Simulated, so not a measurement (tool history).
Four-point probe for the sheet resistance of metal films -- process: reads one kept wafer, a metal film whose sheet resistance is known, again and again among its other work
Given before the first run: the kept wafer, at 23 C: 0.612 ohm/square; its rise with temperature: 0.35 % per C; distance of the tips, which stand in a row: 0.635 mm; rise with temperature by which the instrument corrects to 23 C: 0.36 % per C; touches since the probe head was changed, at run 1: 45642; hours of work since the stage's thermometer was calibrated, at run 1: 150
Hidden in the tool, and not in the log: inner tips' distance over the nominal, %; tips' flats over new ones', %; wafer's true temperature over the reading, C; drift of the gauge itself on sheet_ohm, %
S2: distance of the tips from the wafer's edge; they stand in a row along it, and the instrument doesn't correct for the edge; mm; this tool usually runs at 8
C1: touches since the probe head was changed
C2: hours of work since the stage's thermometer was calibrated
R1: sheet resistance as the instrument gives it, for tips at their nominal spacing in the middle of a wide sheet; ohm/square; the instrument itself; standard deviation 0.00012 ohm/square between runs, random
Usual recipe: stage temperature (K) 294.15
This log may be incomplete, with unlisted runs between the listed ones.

run 1 day=0.000 | stage_temperature_(K)=294.15 S2=8 | C1=45642 C2=150 | R1=0.614413
run 2 day=0.662 | stage_temperature_(K)=294.15 S2=14 | C1=46482 C2=160 | R1=0.612751
run 3 day=1.558 | stage_temperature_(K)=294.15 S2=14 | C1=47613 C2=173 | R1=0.612898
run 4 day=2.283 | stage_temperature_(K)=294.15 S2=8 | C1=48534 C2=184 | R1=0.614412
run 5 day=2.858 | stage_temperature_(K)=294.15 S2=8 | C1=49259 C2=193 | R1=0.614327
run 6 day=3.696 | stage_temperature_(K)=294.15 S2=8 | C1=50321 C2=205 | R1=0.614228
run 7 day=4.396 | stage_temperature_(K)=294.15 S2=8 | C1=51206 C2=216 | R1=0.614080
run 8 day=5.188 | stage_temperature_(K)=294.15 S2=8 | C1=52209 C2=228 | R1=0.614117
run 9 day=6.146 | stage_temperature_(K)=294.15 S2=8 | C1=53423 C2=242 | R1=0.614325
run 10 day=7.162 | stage_temperature_(K)=294.15 S2=8 | C1=54709 C2=257 | R1=0.614386
run 11 day=8.067 | stage_temperature_(K)=292.15 S2=62 | C1=55851 C2=271 | R1=0.612475
run 12 day=8.567 | stage_temperature_(K)=300.15 S2=9 | C1=56488 C2=279 | R1=0.613485
run 13 day=9.071 | stage_temperature_(K)=307.15 S2=38 | C1=57121 C2=286 | R1=0.611523
run 14 day=10.154 | stage_temperature_(K)=297.15 S2=33 | C1=58495 C2=302 | R1=0.612110
run 15 day=11.283 | stage_temperature_(K)=297.15 S2=33 | C1=59923 C2=319 | R1=0.612076
run 16 day=12.067 | stage_temperature_(K)=295.15 S2=16 | C1=60915 C2=331 | R1=0.612506
run 17 day=13.042 | stage_temperature_(K)=307.15 S2=69 | C1=62147 C2=346 | R1=0.611396
run 18 day=13.850 | stage_temperature_(K)=292.15 S2=32 | C1=63171 C2=358 | R1=0.612499

Branching from run 18: 4 alternative next runs. What would each branch give?
run A day=15.054 | stage_temperature_(K)=301.15 S2=62 | C1=64700 C2=376 | R1=?
run B day=15.054 | stage_temperature_(K)=305.15 S2=4 | C1=64700 C2=376 | R1=?
run C day=15.054 | stage_temperature_(K)=292.15 S2=6 | C1=64700 C2=376 | R1=?
run D day=15.054 | stage_temperature_(K)=291.15 S2=3 | C1=64700 C2=376 | R1=?

run=A R1=0.611771
run=B R1=0.619619
run=C R1=0.615680
run=D R1=0.626796
What these runs would have given with no unlogged condition in the tool:
run=A R1=0.611760
run=B R1=0.619608
run=C R1=0.615669
run=D R1=0.626785
